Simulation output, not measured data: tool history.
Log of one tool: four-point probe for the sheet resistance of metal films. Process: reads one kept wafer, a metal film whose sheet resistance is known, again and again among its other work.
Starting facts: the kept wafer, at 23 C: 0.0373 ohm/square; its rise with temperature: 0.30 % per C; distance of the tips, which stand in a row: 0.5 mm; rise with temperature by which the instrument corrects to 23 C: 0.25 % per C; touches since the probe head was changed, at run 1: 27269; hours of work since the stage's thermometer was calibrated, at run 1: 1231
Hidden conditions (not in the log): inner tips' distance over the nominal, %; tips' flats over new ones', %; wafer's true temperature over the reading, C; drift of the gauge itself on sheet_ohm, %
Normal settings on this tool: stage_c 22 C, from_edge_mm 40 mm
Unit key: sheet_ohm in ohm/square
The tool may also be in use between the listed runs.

run,day,stage_c,from_edge_mm,touches since the probe head was changed,hours of work since the stage's thermometer was calibrated,sheet_ohm
1,0.000,22,40,27269,1231,0.037125
2,1.838,22,40,28674,1257,0.037146
3,3.292,22,40,29788,1278,0.037153
4,4.275,22,40,30540,1292,0.037151
5,5.604,22,29,31556,1310,0.037137
6,6.754,22,11,32436,1326,0.037179
7,8.354,22,11,33658,1349,0.037161
8,10.450,22,11,35263,1378,0.037163
9,12.042,22,69,36481,1401,0.037114
10,14.158,22,11,38099,1431,0.037151
11,15.808,22,11,39360,1454,0.037159
12,17.200,22,11,40427,1473,0.037157
13,18.179,22,11,41176,1487,0.037157
14,19.038,22,11,41832,1499,0.037151
15,20.096,22,11,42640,1514,0.037160
16,21.154,22,40,43450,1529,0.037098
17,23.183,22,40,45002,1558,0.037120
18,24.846,25,40,46274,1581,0.037166
19,26.012,25,40,47166,1597,0.037149
20,27.883,22,40,48598,1624,0.037109
21,28.938,22,40,49403,1639,0.037107
22,30.050,22,40,50256,1654,0.037103
23,31.467,30,34,51339,1674,0.037246
24,32.842,34,69,52390,1693,0.037322
25,34.050,33,36,53315,1710,0.037304
26,35.258,33,36,54239,1727,0.037302
27,36.821,25,7,55435,1749,0.037250
28,38.417,31,3,56655,1772,0.037793
29,40.279,19,18,58080,1798,0.037031
30,42.046,24,8,59430,1823,0.037196
31,43.088,24,8,60228,1838,0.037208
32,43.950,24,14,60889,1850,0.037135
33,45.404,24,14,61999,1870,0.037146
34,47.329,20,10,63472,1897,0.037080
# day 48.808: stage's thermometer calibrated
35,49.375,34,26,65021,8,0.037351
36,50.408,19,11,65813,23,0.037104
37,51.396,22,4,66566,36,0.037417
38,53.133,24,13,67898,61,0.037193
39,55.012,19,17,69332,87,0.037072
40,55.871,24,40,69989,99,0.037156
41,57.275,22,4,71063,119,0.037413
42,58.783,26,38,72216,140,0.037183
43,59.842,21,74,73027,155,0.037088
44,61.025,27,62,73934,172,0.037211

Here are 4 independent what-if runs from the current tool condition. What would each one return?
A,62.054,22,5,74720,186,?
B,62.054,31,11,74720,186,?
C,62.054,24,17,74720,186,?
D,62.054,22,20,74720,186,?

run,sheet_ohm
A,0.037310
B,0.037313
C,0.037158
D,0.037117
With no hidden state in the tool, these same runs would have given:
run,sheet_ohm
A,0.037490
B,0.037493
C,0.037338
D,0.037296

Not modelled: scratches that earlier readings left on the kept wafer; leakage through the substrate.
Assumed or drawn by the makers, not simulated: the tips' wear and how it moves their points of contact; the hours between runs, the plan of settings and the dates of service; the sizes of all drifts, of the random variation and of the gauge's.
